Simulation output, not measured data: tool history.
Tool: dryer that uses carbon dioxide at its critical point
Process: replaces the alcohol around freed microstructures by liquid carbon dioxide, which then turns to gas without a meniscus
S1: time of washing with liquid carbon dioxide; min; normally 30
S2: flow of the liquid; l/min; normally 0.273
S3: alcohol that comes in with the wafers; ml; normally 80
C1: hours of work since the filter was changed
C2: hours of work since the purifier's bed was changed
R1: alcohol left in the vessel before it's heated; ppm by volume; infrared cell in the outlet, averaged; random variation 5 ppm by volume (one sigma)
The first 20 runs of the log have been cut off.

run 21 hour=265.6 | S1=21 S2=0.172 S3=79 | C1=44 C2=324 | R1=2538
run 22 hour=278.1 | S1=33 S2=0.247 S3=100 | C1=53 C2=332 | R1=68
run 23 hour=286.3 | S1=33 S2=0.247 S3=100 | C1=58 C2=338 | R1=74
run 24 hour=298.3 | S1=19 S2=0.212 S3=80 | C1=66 C2=346 | R1=1683
run 25 hour=309.3 | S1=19 S2=0.435 S3=98 | C1=73 C2=353 | R1=67
run 26 hour=318.8 | S1=22 S2=0.230 S3=49 | C1=80 C2=359 | R1=401
run 27 hour=334.6 | S1=44 S2=0.273 S3=34 | C1=90 C2=370 | R1=29
run 28 hour=348.0 | S1=44 S2=0.273 S3=34 | C1=99 C2=379 | R1=30
run 29 hour=363.2 | S1=29 S2=0.182 S3=80 | C1=109 C2=389 | R1=587
run 30 hour=380.9 | S1=39 S2=0.273 S3=41 | C1=121 C2=401 | R1=33

4 ways to go on from here, each from the tool as it stands after run 30. What would each give?
run A hour=396.4 | S1=39 S2=0.304 S3=88 | C1=131 C2=411 | R1=?
run B hour=396.4 | S1=46 S2=0.336 S3=38 | C1=131 C2=411 | R1=?
run C hour=396.4 | S1=21 S2=0.407 S3=41 | C1=131 C2=411 | R1=?
run D hour=396.4 | S1=39 S2=0.249 S3=41 | C1=131 C2=411 | R1=?

run=A R1=31
run=B R1=39
run=C R1=44
run=D R1=41
Stripped of hidden state, with their random variation kept, the same runs would have yielded:
run=A R1=0
run=B R1=7
run=C R1=10
run=D R1=7

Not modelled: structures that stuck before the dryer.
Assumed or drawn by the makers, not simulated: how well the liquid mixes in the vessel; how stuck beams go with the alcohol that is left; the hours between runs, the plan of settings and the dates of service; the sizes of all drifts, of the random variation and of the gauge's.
